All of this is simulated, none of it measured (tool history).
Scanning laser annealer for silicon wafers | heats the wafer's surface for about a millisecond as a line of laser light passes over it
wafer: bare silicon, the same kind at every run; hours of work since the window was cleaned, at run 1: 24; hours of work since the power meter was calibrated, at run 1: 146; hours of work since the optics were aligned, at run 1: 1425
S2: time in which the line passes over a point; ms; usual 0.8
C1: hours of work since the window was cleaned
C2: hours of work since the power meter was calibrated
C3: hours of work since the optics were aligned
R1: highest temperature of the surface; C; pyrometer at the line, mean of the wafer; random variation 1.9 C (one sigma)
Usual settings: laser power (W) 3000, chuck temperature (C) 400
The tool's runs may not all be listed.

Run 1, hour 0: usual settings; C1 24; C2 146; C3 1425. Result: R1 1174 C.
Run 2, hour 12.7: usual settings; C1 29; C2 151; C3 1431. Result: R1 1175 C.
Run 3, hour 22.7: usual settings; C1 33; C2 155; C3 1435. Result: R1 1176 C.
Run 4, hour 42: usual settings but chuck temperature (C) 416; C1 41; C2 163; C3 1442. Result: R1 1188 C.
Run 5, hour 57.2: usual settings but chuck temperature (C) 416; C1 47; C2 169; C3 1449. Result: R1 1192 C.
Run 6, hour 77.9: usual settings but S2 0.643 ms; C1 55; C2 177; C3 1457. Result: R1 1088 C.
Run 7, hour 98.6: usual settings but S2 0.643 ms; C1 64; C2 186; C3 1465. Result: R1 1088 C.
Run 8, hour 115.3: usual settings but S2 0.643 ms; C1 70; C2 193; C3 1472. Result: R1 1089 C.
Run 9, hour 130.4: usual settings but S2 0.643 ms; C1 76; C2 199; C3 1478. Result: R1 1089 C.
Run 10, hour 150.4: usual settings but S2 0.682 ms; C1 85; C2 207; C3 1486. Result: R1 1110 C.
Run 11, hour 170.3: usual settings but laser power (W) 2787, S2 0.682 ms; C1 93; C2 215; C3 1494. Result: R1 1051 C.
Run 12, hour 184: usual settings but laser power (W) 2787, S2 0.682 ms; C1 98; C2 220; C3 1500. Result: R1 1049 C.
Run 13, hour 196.1: usual settings but laser power (W) 2787, S2 0.682 ms; C1 103; C2 225; C3 1505. Result: R1 1051 C.
Run 14, hour 217.9: usual settings; C1 112; C2 234; C3 1514. Result: R1 1168 C.
Run 15, hour 237.3: usual settings but laser power (W) 2974; C1 120; C2 242; C3 1522. Result: R1 1162 C.
Run 16, hour 256.7: usual settings; C1 128; C2 250; C3 1529. Result: R1 1173 C.
Run 17, hour 265.8: usual settings but chuck temperature (C) 364; C1 131; C2 254; C3 1533. Result: R1 1130 C.
Run 18, hour 277.5: usual settings but laser power (W) 3183; C1 136; C2 258; C3 1538. Result: R1 1225 C.
Run 19, hour 290.6: usual settings; C1 141; C2 264; C3 1543. Result: R1 1164 C.
Run 20, hour 306.9: usual settings but chuck temperature (C) 361; C1 148; C2 270; C3 1550. Result: R1 1132 C.

Run 21 comes next. What will it give?
Run 21, hour 315.8: usual settings; C1 152; C2 274; C3 1553. Result: R1 ?.

{"run 21": {"R1": 1168}}
Without the tool's hidden state the same run would have given R1 1184 C.

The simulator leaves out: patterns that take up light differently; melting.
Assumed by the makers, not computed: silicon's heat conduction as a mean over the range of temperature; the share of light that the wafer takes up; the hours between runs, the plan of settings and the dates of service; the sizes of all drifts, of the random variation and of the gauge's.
